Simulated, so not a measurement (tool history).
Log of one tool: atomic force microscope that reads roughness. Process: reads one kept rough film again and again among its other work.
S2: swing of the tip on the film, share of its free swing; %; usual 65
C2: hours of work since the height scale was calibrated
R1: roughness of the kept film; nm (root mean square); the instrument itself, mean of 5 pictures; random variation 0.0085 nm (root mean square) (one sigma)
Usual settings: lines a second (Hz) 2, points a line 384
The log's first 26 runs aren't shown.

{"run": 27, "hour": 399.1, "lines a second (Hz)": 1.48, "S2": 65, "points a line": 426, "pictures with this tip": 99, "C2": 62, "R1": 2.509}
{"run": 28, "hour": 419.4, "lines a second (Hz)": 2, "S2": 83, "points a line": 384, "pictures with this tip": 142, "C2": 75, "R1": 2.265}
{"run": 29, "hour": 431.0, "lines a second (Hz)": 1.97, "S2": 69, "points a line": 836, "pictures with this tip": 166, "C2": 82, "R1": 2.438}
{"run": 30, "hour": 450.8, "lines a second (Hz)": 1.97, "S2": 69, "points a line": 836, "pictures with this tip": 207, "C2": 94, "R1": 2.428}
{"run": 31, "hour": 467.3, "lines a second (Hz)": 1.97, "S2": 67, "points a line": 447, "pictures with this tip": 241, "C2": 104, "R1": 2.447}
{"run": 32, "hour": 481.4, "lines a second (Hz)": 1.97, "S2": 67, "points a line": 447, "pictures with this tip": 271, "C2": 113, "R1": 2.436}
{"run": 33, "hour": 499.9, "lines a second (Hz)": 0.69, "S2": 81, "points a line": 626, "pictures with this tip": 309, "C2": 124, "R1": 2.481}
{"run": 34, "hour": 514.1, "lines a second (Hz)": 0.69, "S2": 81, "points a line": 626, "pictures with this tip": 339, "C2": 133, "R1": 2.461}
{"run": 35, "hour": 534.1, "lines a second (Hz)": 0.69, "S2": 81, "points a line": 626, "pictures with this tip": 380, "C2": 145, "R1": 2.443}
{"hour": 536.4, "done": "new tip fitted"}
{"run": 36, "hour": 550.4, "lines a second (Hz)": 1.08, "S2": 82, "points a line": 286, "pictures with this tip": 29, "C2": 155, "R1": 2.441}
{"run": 37, "hour": 564.9, "lines a second (Hz)": 1.08, "S2": 82, "points a line": 286, "pictures with this tip": 60, "C2": 164, "R1": 2.42}
{"run": 38, "hour": 585.4, "lines a second (Hz)": 2.12, "S2": 58, "points a line": 586, "pictures with this tip": 102, "C2": 177, "R1": 2.527}
{"run": 39, "hour": 598.1, "lines a second (Hz)": 1.87, "S2": 60, "points a line": 296, "pictures with this tip": 129, "C2": 184, "R1": 2.512}

Forecast each of these 4 alternatives for the next run:
{"run": "A", "hour": 615.2, "lines a second (Hz)": 0.97, "S2": 60, "points a line": 296, "pictures with this tip": 164, "C2": 195, "R1": "?"}
{"run": "B", "hour": 615.2, "lines a second (Hz)": 1.54, "S2": 57, "points a line": 266, "pictures with this tip": 164, "C2": 195, "R1": "?"}
{"run": "C", "hour": 615.2, "lines a second (Hz)": 2, "S2": 76, "points a line": 432, "pictures with this tip": 164, "C2": 195, "R1": "?"}
{"run": "D", "hour": 615.2, "lines a second (Hz)": 2.73, "S2": 83, "points a line": 417, "pictures with this tip": 164, "C2": 195, "R1": "?"}

run=A R1=2.571
run=B R1=2.552
run=C R1=2.345
run=D R1=2.166
Without the tool's hidden state the same runs would have given:
run=A R1=2.601
run=B R1=2.581
run=C R1=2.372
run=D R1=2.191

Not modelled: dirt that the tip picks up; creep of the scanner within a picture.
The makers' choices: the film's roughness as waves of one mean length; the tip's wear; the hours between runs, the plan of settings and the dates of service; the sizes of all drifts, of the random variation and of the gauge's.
